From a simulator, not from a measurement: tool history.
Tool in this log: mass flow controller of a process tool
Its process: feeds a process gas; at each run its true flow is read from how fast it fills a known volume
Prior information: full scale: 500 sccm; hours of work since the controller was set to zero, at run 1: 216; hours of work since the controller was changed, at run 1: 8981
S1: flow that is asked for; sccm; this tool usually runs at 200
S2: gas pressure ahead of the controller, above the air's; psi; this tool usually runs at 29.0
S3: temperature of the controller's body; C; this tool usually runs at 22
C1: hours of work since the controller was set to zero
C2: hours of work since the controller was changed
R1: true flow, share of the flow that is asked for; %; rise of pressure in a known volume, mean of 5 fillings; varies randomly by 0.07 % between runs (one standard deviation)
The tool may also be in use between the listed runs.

{"run": 1, "hour": 0.0, "S1": 200, "S2": 29.0, "S3": 22, "C1": 216, "C2": 8981, "R1": 99.81}
{"run": 2, "hour": 463.6, "S1": 200, "S2": 29.0, "S3": 22, "C1": 470, "C2": 9235, "R1": 100.19}
{"run": 3, "hour": 847.4, "S1": 200, "S2": 29.0, "S3": 22, "C1": 681, "C2": 9446, "R1": 100.3}
{"run": 4, "hour": 1187.8, "S1": 200, "S2": 36.3, "S3": 22, "C1": 868, "C2": 9633, "R1": 100.24}
{"run": 5, "hour": 1707.0, "S1": 200, "S2": 29.0, "S3": 22, "C1": 1153, "C2": 9918, "R1": 100.75}
{"run": 6, "hour": 2033.2, "S1": 200, "S2": 29.0, "S3": 22, "C1": 1332, "C2": 10097, "R1": 100.85}
{"run": 7, "hour": 2485.6, "S1": 200, "S2": 29.0, "S3": 22, "C1": 1580, "C2": 10345, "R1": 101.26}
{"run": 8, "hour": 2717.0, "S1": 200, "S2": 29.0, "S3": 22, "C1": 1707, "C2": 10472, "R1": 101.24}
{"run": 9, "hour": 3210.2, "S1": 200, "S2": 29.0, "S3": 22, "C1": 1978, "C2": 10743, "R1": 101.48}
{"run": 10, "hour": 3756.6, "S1": 200, "S2": 29.0, "S3": 23, "C1": 2278, "C2": 11043, "R1": 101.65}
{"run": 11, "hour": 4211.1, "S1": 200, "S2": 29.0, "S3": 23, "C1": 2527, "C2": 11293, "R1": 102.0}
{"run": 12, "hour": 4717.7, "S1": 200, "S2": 29.0, "S3": 23, "C1": 2806, "C2": 11571, "R1": 102.3}
{"run": 13, "hour": 5207.4, "S1": 200, "S2": 29.0, "S3": 23, "C1": 3074, "C2": 11840, "R1": 102.6}
{"run": 14, "hour": 5770.9, "S1": 200, "S2": 21.3, "S3": 23, "C1": 3384, "C2": 12149, "R1": 103.06}
{"run": 15, "hour": 6216.7, "S1": 200, "S2": 29.0, "S3": 22, "C1": 3629, "C2": 12394, "R1": 103.06}
{"run": 16, "hour": 6660.2, "S1": 200, "S2": 29.0, "S3": 22, "C1": 3872, "C2": 12637, "R1": 103.26}
{"hour": 6966.7, "done": "controller's zero set anew"}
{"run": 17, "hour": 7211.9, "S1": 200, "S2": 29.0, "S3": 24, "C1": 135, "C2": 12940, "R1": 100.12}
{"run": 18, "hour": 7717.6, "S1": 200, "S2": 29.0, "S3": 24, "C1": 412, "C2": 13218, "R1": 100.4}
{"run": 19, "hour": 8044.5, "S1": 200, "S2": 29.0, "S3": 24, "C1": 592, "C2": 13397, "R1": 100.58}
{"run": 20, "hour": 8358.5, "S1": 200, "S2": 29.0, "S3": 22, "C1": 764, "C2": 13569, "R1": 100.68}
{"run": 21, "hour": 8731.1, "S1": 67, "S2": 29.0, "S3": 22, "C1": 969, "C2": 13774, "R1": 101.99}
{"run": 22, "hour": 9028.9, "S1": 67, "S2": 29.0, "S3": 22, "C1": 1132, "C2": 13937, "R1": 102.4}
{"run": 23, "hour": 9333.1, "S1": 67, "S2": 29.0, "S3": 22, "C1": 1299, "C2": 14104, "R1": 102.86}
{"run": 24, "hour": 9849.8, "S1": 67, "S2": 40.0, "S3": 22, "C1": 1583, "C2": 14388, "R1": 103.32}
{"run": 25, "hour": 10297.4, "S1": 100, "S2": 29.0, "S3": 22, "C1": 1829, "C2": 14634, "R1": 102.73}
{"run": 26, "hour": 10532.2, "S1": 100, "S2": 24.5, "S3": 22, "C1": 1957, "C2": 14763, "R1": 103.25}
{"hour": 10689.1, "done": "controller exchanged for a calibrated one"}
{"run": 27, "hour": 10885.5, "S1": 100, "S2": 24.5, "S3": 22, "C1": 108, "C2": 108, "R1": 98.76}
{"run": 28, "hour": 11251.1, "S1": 148, "S2": 31.5, "S3": 22, "C1": 309, "C2": 309, "R1": 99.0}
{"run": 29, "hour": 11808.2, "S1": 200, "S2": 30.3, "S3": 33, "C1": 614, "C2": 614, "R1": 99.07}
{"run": 30, "hour": 12327.5, "S1": 200, "S2": 30.3, "S3": 33, "C1": 899, "C2": 899, "R1": 99.31}
{"run": 31, "hour": 12873.7, "S1": 154, "S2": 21.6, "S3": 37, "C1": 1199, "C2": 1199, "R1": 99.84}
{"run": 32, "hour": 13418.1, "S1": 349, "S2": 39.6, "S3": 32, "C1": 1498, "C2": 1498, "R1": 99.63}
{"run": 33, "hour": 13955.9, "S1": 349, "S2": 39.6, "S3": 32, "C1": 1793, "C2": 1793, "R1": 99.9}
{"run": 34, "hour": 14503.2, "S1": 424, "S2": 24.2, "S3": 32, "C1": 2094, "C2": 2094, "R1": 100.77}
{"run": 35, "hour": 14854.8, "S1": 200, "S2": 22.3, "S3": 22, "C1": 2287, "C2": 2287, "R1": 100.96}
{"run": 36, "hour": 15143.3, "S1": 440, "S2": 24.1, "S3": 22, "C1": 2445, "C2": 2445, "R1": 101.01}
{"run": 37, "hour": 15569.0, "S1": 392, "S2": 24.1, "S3": 37, "C1": 2679, "C2": 2679, "R1": 100.82}
{"run": 38, "hour": 15853.9, "S1": 392, "S2": 24.1, "S3": 37, "C1": 2835, "C2": 2835, "R1": 100.77}
{"run": 39, "hour": 16092.4, "S1": 200, "S2": 29.3, "S3": 22, "C1": 2966, "C2": 2966, "R1": 101.29}
{"run": 40, "hour": 16543.3, "S1": 200, "S2": 29.3, "S3": 26, "C1": 3214, "C2": 3214, "R1": 101.76}
{"run": 41, "hour": 16935.7, "S1": 148, "S2": 30.9, "S3": 22, "C1": 3429, "C2": 3429, "R1": 102.52}
{"run": 42, "hour": 17333.0, "S1": 148, "S2": 30.9, "S3": 22, "C1": 3648, "C2": 3648, "R1": 102.86}
{"run": 43, "hour": 17612.9, "S1": 148, "S2": 30.9, "S3": 22, "C1": 3801, "C2": 3801, "R1": 102.99}
{"hour": 18041.4, "done": "controller's zero set anew"}
{"run": 44, "hour": 18049.5, "S1": 148, "S2": 30.9, "S3": 22, "C1": 4, "C2": 4041, "R1": 99.0}
{"run": 45, "hour": 18581.4, "S1": 146, "S2": 24.8, "S3": 40, "C1": 296, "C2": 4333, "R1": 98.92}
{"run": 46, "hour": 19020.3, "S1": 200, "S2": 22.5, "S3": 27, "C1": 537, "C2": 4574, "R1": 99.79}
{"run": 47, "hour": 19488.7, "S1": 472, "S2": 40.2, "S3": 31, "C1": 795, "C2": 4831, "R1": 100.14}
{"run": 48, "hour": 20049.0, "S1": 115, "S2": 40.5, "S3": 34, "C1": 1102, "C2": 5138, "R1": 99.85}

What if the next run were any one of these 3? Each begins from the tool's condition after run 48:
{"run": "A", "hour": 20497.1, "S1": 115, "S2": 40.5, "S3": 25, "C1": 1348, "C2": 5384, "R1": "?"}
{"run": "B", "hour": 20497.1, "S1": 116, "S2": 26.7, "S3": 34, "C1": 1348, "C2": 5384, "R1": "?"}
{"run": "C", "hour": 20497.1, "S1": 122, "S2": 32.8, "S3": 32, "C1": 1348, "C2": 5384, "R1": "?"}

run=A R1=100.43
run=B R1=100.64
run=C R1=100.43
The same runs, with their run-to-run variation unchanged, on a tool lacking any hidden condition would have given:
run=A R1=97.91
run=B R1=98.14
run=C R1=98.02
